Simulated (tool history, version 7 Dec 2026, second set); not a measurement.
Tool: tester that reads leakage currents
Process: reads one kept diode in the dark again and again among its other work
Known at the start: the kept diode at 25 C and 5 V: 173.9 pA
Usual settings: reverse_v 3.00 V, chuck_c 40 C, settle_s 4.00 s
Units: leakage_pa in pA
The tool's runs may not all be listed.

Run 1, hour 0.0: usual settings. Result: leakage_pa 545.20 pA.
Run 2, hour 105.0: usual settings but chuck_c 51 C. Result: leakage_pa 1463.08 pA.
Run 3, hour 165.8: usual settings but chuck_c 51 C. Result: leakage_pa 1460.15 pA.
Run 4, hour 228.3: usual settings but chuck_c 51 C. Result: leakage_pa 1460.72 pA.
Run 5, hour 305.7: usual settings but chuck_c 51 C. Result: leakage_pa 1444.46 pA.
Run 6, hour 366.7: usual settings but chuck_c 51 C. Result: leakage_pa 1434.34 pA.
Run 7, hour 463.2: usual settings. Result: leakage_pa 560.83 pA.
Run 8, hour 547.6: usual settings. Result: leakage_pa 559.60 pA.
Run 9, hour 623.2: usual settings. Result: leakage_pa 559.87 pA.
Run 10, hour 737.6: usual settings. Result: leakage_pa 556.61 pA.
Run 11, hour 794.8: usual settings. Result: leakage_pa 555.58 pA.
Run 12, hour 906.9: usual settings but chuck_c 27 C. Result: leakage_pa 169.28 pA.
Run 13, hour 1018.1: usual settings. Result: leakage_pa 547.90 pA.
Run 14, hour 1135.6: usual settings but reverse_v 1.53 V, chuck_c 25 C, settle_s 3.09 s. Result: leakage_pa 104.81 pA.
Run 15, hour 1242.8: usual settings but reverse_v 8.06 V, chuck_c 25 C, settle_s 3.09 s. Result: leakage_pa 231.96 pA.
Run 16, hour 1329.6: usual settings but reverse_v 8.06 V, chuck_c 25 C, settle_s 3.09 s. Result: leakage_pa 229.87 pA.
Run 17, hour 1439.1: usual settings but reverse_v 1.90 V, chuck_c 25 C, settle_s 0.92 s. Result: leakage_pa 124.30 pA.
Run 18, hour 1560.7: usual settings but chuck_c 30 C, settle_s 1.77 s. Result: leakage_pa 238.75 pA.
Run 19, hour 1676.4: usual settings but reverse_v 10.68 V, chuck_c 33 C. Result: leakage_pa 520.71 pA.
Run 20, hour 1749.1: usual settings but reverse_v 10.68 V, chuck_c 33 C. Result: leakage_pa 517.95 pA.
Run 21, hour 1804.9: usual settings but reverse_v 18.39 V, chuck_c 33 C. Result: leakage_pa 654.67 pA.
Run 22, hour 1894.8: usual settings but reverse_v 18.39 V, chuck_c 33 C. Result: leakage_pa 653.06 pA.
Run 23, hour 2007.9: usual settings but reverse_v 18.39 V, chuck_c 43 C. Result: leakage_pa 1528.85 pA.
Run 24, hour 2106.7: usual settings but reverse_v 1.50 V, chuck_c 21 C, settle_s 0.81 s. Result: leakage_pa 70.28 pA.
Run 25, hour 2222.1: usual settings but reverse_v 1.43 V, settle_s 2.77 s. Result: leakage_pa 409.61 pA.
Run 26, hour 2294.7: usual settings but reverse_v 1.43 V, settle_s 2.77 s. Result: leakage_pa 411.06 pA.

Taken out of this log: 5 entries between the listed runs. Where each belongs, and how the hidden state differs across it:
Between runs 1 and 2: chuck's temperature calibrated (hour 16.1)
  stray current of the dirty probe card, pA a volt: 1.012 -> 1.077; current scale over the true one, %: 0.49 -> 0.53; true chuck temperature over the reading, C: -0.6 -> -0.09
  measured less the result without the state, leakage_pa: -23.95 -> +0.14 pA
Between runs 13 and 14: tester calibrated (hour 1026.0)
  stray current of the dirty probe card, pA a volt: 1.682 -> 1.762; current scale over the true one, %: 0.89 -> 1.17; true chuck temperature over the reading, C: -0.67 -> -0.74
  measured less the result without the state, leakage_pa: -22.94 -> -3.68 pA
Between runs 14 and 15: chuck's temperature calibrated (hour 1235.8)
  stray current of the dirty probe card, pA a volt: 1.762 -> 1.835; current scale over the true one, %: 1.17 -> 1.21; true chuck temperature over the reading, C: -0.74 -> 0.16
  measured less the result without the state, leakage_pa: -3.68 -> +20.79 pA
Between runs 18 and 19: tester calibrated, once more (hour 1663.0)
  stray current of the dirty probe card, pA a volt: 2.048 -> 2.122; current scale over the true one, %: 1.34 -> -0.01; true chuck temperature over the reading, C: -0.02 -> -0.1
  measured less the result without the state, leakage_pa: +8.74 -> +17.84 pA
Between runs 23 and 24: probe card cleaned and baked (hour 2022.2)
  stray current of the dirty probe card, pA a volt: 2.338 -> 0.081; current scale over the true one, %: 0.12 -> 0.16; true chuck temperature over the reading, C: -0.3 -> -0.35
  measured less the result without the state, leakage_pa: +5.83 -> -2.33 pA
